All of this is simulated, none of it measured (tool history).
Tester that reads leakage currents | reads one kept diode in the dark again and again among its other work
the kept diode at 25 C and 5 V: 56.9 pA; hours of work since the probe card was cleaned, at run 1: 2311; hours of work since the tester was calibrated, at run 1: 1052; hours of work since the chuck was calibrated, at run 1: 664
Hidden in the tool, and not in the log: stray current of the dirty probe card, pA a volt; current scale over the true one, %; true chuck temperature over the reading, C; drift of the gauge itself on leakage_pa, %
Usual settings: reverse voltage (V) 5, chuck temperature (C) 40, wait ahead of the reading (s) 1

| run | hour | reverse voltage (V) | chuck temperature (C) | wait ahead of the reading (s) | hours of work since the probe card was cleaned | hours of work since the tester was calibrated | hours of work since the chuck was calibrated | current that the tester gives (pA) |
|---|---|---|---|---|---|---|---|---|
| 1 | 0 | 5 | 40 | 1 | 2311 | 1052 | 664 | 204.81 |
| 2 | 49 | 5 | 40 | 1 | 2342 | 1083 | 695 | 204.26 |
| 3 | 95.1 | 5 | 40 | 1 | 2372 | 1113 | 724 | 202.8 |
| 4 | 134.9 | 5 | 40 | 1 | 2397 | 1138 | 749 | 203.62 |
| 5 | 182.1 | 5 | 40 | 1 | 2427 | 1168 | 779 | 204.51 |
| 6 | 214.1 | 5 | 40 | 1 | 2447 | 1188 | 800 | 203.8 |
| 7 | 249.6 | 5 | 40 | 1 | 2470 | 1211 | 822 | 204.91 |
| 8 | 284.8 | 5 | 40 | 3.79 | 2492 | 1233 | 845 | 202.48 |
| 9 | 306.9 | 5 | 40 | 3.79 | 2506 | 1247 | 859 | 204.34 |
| 10 | 334.4 | 5 | 40 | 1 | 2524 | 1265 | 876 | 204.25 |
| 11 | 361.7 | 5 | 40 | 1 | 2541 | 1282 | 894 | 205.11 |
| 12 | 390.1 | 5 | 40 | 1 | 2559 | 1300 | 912 | 203.95 |
| 13 | 427.9 | 7.25 | 40 | 1 | 2583 | 1324 | 936 | 242.52 |
| 14 | 466.4 | 7.25 | 40 | 1 | 2608 | 1349 | 960 | 243.7 |
| 15 | 494.2 | 7.25 | 40 | 1 | 2626 | 1366 | 978 | 242.78 |
| 16 | 525.7 | 5 | 52 | 1 | 2646 | 1386 | 998 | 502.89 |
| 17 | 572.5 | 5 | 54 | 1 | 2675 | 1416 | 1028 | 583.35 |
| 18 | 616.9 | 5 | 44 | 1.18 | 2704 | 1444 | 1056 | 278.05 |
| 19 | 666.2 | 2.03 | 50 | 1 | 2735 | 1476 | 1087 | 290.91 |
| 20 | 690 | 4.02 | 31 | 1.39 | 2750 | 1491 | 1102 | 91.22 |
| 21 | 712.8 | 4.02 | 23 | 0.46 | 2765 | 1505 | 1117 | 49.56 |
| 22 | 756.3 | 4.02 | 23 | 0.46 | 2792 | 1533 | 1145 | 49.46 |
| 23 | 795.7 | 4.02 | 23 | 0.46 | 2817 | 1558 | 1170 | 49.8 |
|  | 801 | chuck's temperature calibrated |
| 24 | 843 | 5 | 60 | 5.23 | 2846 | 1587 | 27 | 900.05 |
| 25 | 873.8 | 5 | 21 | 2.79 | 2866 | 1606 | 46 | 45.61 |
| 26 | 922.8 | 5 | 21 | 2.79 | 2897 | 1638 | 77 | 45.49 |
| 27 | 948.8 | 5.1 | 36 | 2.79 | 2913 | 1654 | 94 | 152.78 |
| 28 | 994.5 | 5.1 | 36 | 2.79 | 2942 | 1683 | 123 | 152.99 |
|  | 1027.1 | chuck's temperature calibrated, once more |
| 29 | 1040 | 5 | 55 | 5.1 | 2970 | 1711 | 8 | 615.99 |
| 30 | 1083.5 | 10.59 | 30 | 1 | 2998 | 1738 | 36 | 132.73 |
| 31 | 1113.4 | 10.59 | 30 | 1 | 3017 | 1758 | 55 | 131.96 |
| 32 | 1134.2 | 10.59 | 27 | 3.04 | 3030 | 1771 | 68 | 102.28 |
| 33 | 1168.1 | 5.58 | 27 | 3.04 | 3051 | 1792 | 90 | 75.38 |

How the hidden state differs across the entries between the runs, from the last listed run before each to the first after it:
Between runs 23 and 24: chuck's temperature calibrated (hour 801)
  stray current of the dirty probe card, pA a volt: 0.728 -> 0.735; current scale over the true one, %: -0.97 -> -0.98; true chuck temperature over the reading, C: 0.33 -> 0.44
  measured less the result without the state, current that the tester gives (pA): +3.67 -> +22.13
Between runs 28 and 29: chuck's temperature calibrated, once more (hour 1027.1)
  stray current of the dirty probe card, pA a volt: 0.759 -> 0.767; current scale over the true one, %: -1.04 -> -1.06; true chuck temperature over the reading, C: 0.47 -> 0.03
  measured less the result without the state, current that the tester gives (pA): +7.79 -> -1.51
